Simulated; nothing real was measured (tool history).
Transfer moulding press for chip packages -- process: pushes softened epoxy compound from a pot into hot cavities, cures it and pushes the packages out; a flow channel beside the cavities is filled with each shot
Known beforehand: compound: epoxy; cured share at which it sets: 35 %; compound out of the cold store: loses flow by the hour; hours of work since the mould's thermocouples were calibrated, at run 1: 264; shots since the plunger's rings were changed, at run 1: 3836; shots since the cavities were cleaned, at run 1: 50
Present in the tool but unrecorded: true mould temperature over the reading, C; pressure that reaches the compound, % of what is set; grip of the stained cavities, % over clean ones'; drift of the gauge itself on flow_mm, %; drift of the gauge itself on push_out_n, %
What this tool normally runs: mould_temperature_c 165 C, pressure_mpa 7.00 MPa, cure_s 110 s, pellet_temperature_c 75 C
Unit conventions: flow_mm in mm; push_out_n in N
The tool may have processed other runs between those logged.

run	hour	mould_temperature_c	pressure_mpa	cure_s	pellet_temperature_c	hours of work since the mould's thermocouples were calibrated	shots since the plunger's rings were changed	shots since the cavities were cleaned	incoming compound's hours out of the cold store	flow_mm	push_out_n
1	0.0	165	7.00	110	75	264	3836	50	33.1	662	581
2	21.9	165	7.00	110	75	274	3991	205	17.0	687	696
3	36.8	165	5.45	110	75	280	4096	310	30.9	581	754
# hour 62.7: cavities cleaned with cleaning compound and waxed
4	65.1	165	5.45	110	75	293	4286	17	9.3	618	547
5	78.3	165	5.45	110	75	299	4379	110	11.2	613	630
6	97.3	165	5.45	110	83	307	4513	244	47.0	558	674
# hour 122.8: plunger's sealing rings changed
7	122.9	165	7.00	110	75	318	0	407	10.3	728	762
# hour 135.6: cavities cleaned with cleaning compound and waxed
8	147.6	165	7.00	110	75	328	164	85	23.5	704	611
9	166.6	165	7.00	110	75	337	299	220	26.8	694	698
10	194.1	165	7.00	110	75	349	492	413	22.7	699	811
# hour 205.2: cavities cleaned with cleaning compound and waxed
11	211.4	165	7.00	110	75	356	605	44	34.5	674	577
12	235.1	165	7.00	110	75	367	772	211	28.0	692	693
13	258.3	165	7.00	110	75	378	935	374	41.2	664	750
# hour 276.0: cavities cleaned with cleaning compound and waxed
14	283.6	165	7.00	110	75	389	1104	54	24.1	695	573
15	297.5	165	7.00	143	75	395	1202	152	12.7	714	529
16	319.7	165	7.00	143	75	405	1359	309	36.4	674	632
# hour 345.8: cavities cleaned with cleaning compound and waxed
17	347.6	165	7.00	143	75	417	1545	12	12.2	716	448
18	368.9	167	7.00	125	75	427	1696	163	16.2	695	562
19	386.2	167	5.49	138	75	434	1818	285	29.4	601	579
20	401.0	165	5.35	119	75	441	1923	390	18.0	611	728
# hour 416.1: cavities cleaned with cleaning compound and waxed
21	430.6	162	7.00	139	75	454	2121	102	29.4	682	568
22	451.3	162	7.00	139	75	463	2267	248	19.0	700	645
23	478.1	162	7.00	133	68	475	2456	437	8.7	726	751
# hour 485.0: cavities cleaned with cleaning compound and waxed
24	502.9	165	7.00	118	66	486	2621	126	19.7	693	633
25	523.0	166	7.00	147	75	495	2763	268	45.9	638	596
26	545.1	163	7.00	110	75	505	2919	424	11.6	713	895
# hour 554.1: cavities cleaned with cleaning compound and waxed
27	574.5	160	7.00	110	71	518	3117	144	40.1	665	875
28	590.4	160	8.39	110	77	525	3229	256	25.7	759	1032

Alternative continuations, all from the tool just after run 28; predict every row:
A	607.1	165	7.14	97	70	533	3347	374	32.8	?	?
B	607.1	160	8.39	110	83	533	3347	374	24.4	?	?
C	607.1	160	8.39	110	77	533	3347	374	42.4	?	?
D	607.1	171	8.39	126	80	533	3347	374	8.3	?	?

run	flow_mm	push_out_n
A	676	937
B	757	1046
C	719	1001
D	756	623
What these runs would have given with no unlogged condition in the tool:
run	flow_mm	push_out_n
A	697	611
B	780	683
C	742	652
D	779	424

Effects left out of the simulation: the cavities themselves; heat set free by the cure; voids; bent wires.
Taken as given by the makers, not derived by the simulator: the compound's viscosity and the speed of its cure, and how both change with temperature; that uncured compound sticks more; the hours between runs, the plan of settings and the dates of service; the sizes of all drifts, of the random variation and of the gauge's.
